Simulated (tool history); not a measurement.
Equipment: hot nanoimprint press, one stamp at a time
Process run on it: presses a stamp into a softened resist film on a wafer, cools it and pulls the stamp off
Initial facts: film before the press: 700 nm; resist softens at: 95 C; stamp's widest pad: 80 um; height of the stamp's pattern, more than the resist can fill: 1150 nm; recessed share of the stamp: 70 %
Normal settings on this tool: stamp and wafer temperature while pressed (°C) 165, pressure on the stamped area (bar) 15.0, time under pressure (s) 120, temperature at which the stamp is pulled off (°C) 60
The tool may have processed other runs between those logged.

run,hour,stamp and wafer temperature while pressed (°C),pressure on the stamped area (bar),time under pressure (s),temperature at which the stamp is pulled off (°C),resist left under the stamp's widest pad (Å),greatest force while the stamp is pulled off (N)
1,0.0,165,15.0,120,60,3878,137
2,6.6,165,15.0,120,60,3893,137
3,17.7,165,15.0,120,60,3894,139
4,28.6,165,15.0,120,60,3903,143
5,37.3,165,15.0,120,60,3913,139
6,47.2,165,15.0,120,60,3905,142
7,57.9,165,20.4,120,55,3471,157
8,62.5,155,9.2,116,61,5912,137
9,71.3,154,15.0,120,52,5441,169
10,80.5,154,15.0,120,52,5461,170
11,87.5,165,9.9,96,48,4854,184

Alternative continuations, all from the tool just after run 11; predict every row:
A,98.5,172,15.0,96,48,?,?
B,98.5,165,9.8,181,60,?,?
C,98.5,165,15.0,211,60,?,?
D,98.5,161,15.0,76,53,?,?

run,resist left under the stamp's widest pad (Å),greatest force while the stamp is pulled off (N)
A,3349,189
B,4051,137
C,3213,135
D,5074,167
Stripped of hidden state, with their random variation kept, the same runs would have yielded:
run,resist left under the stamp's widest pad (Å),greatest force while the stamp is pulled off (N)
A,3292,187
B,3983,136
C,3159,133
D,4987,166
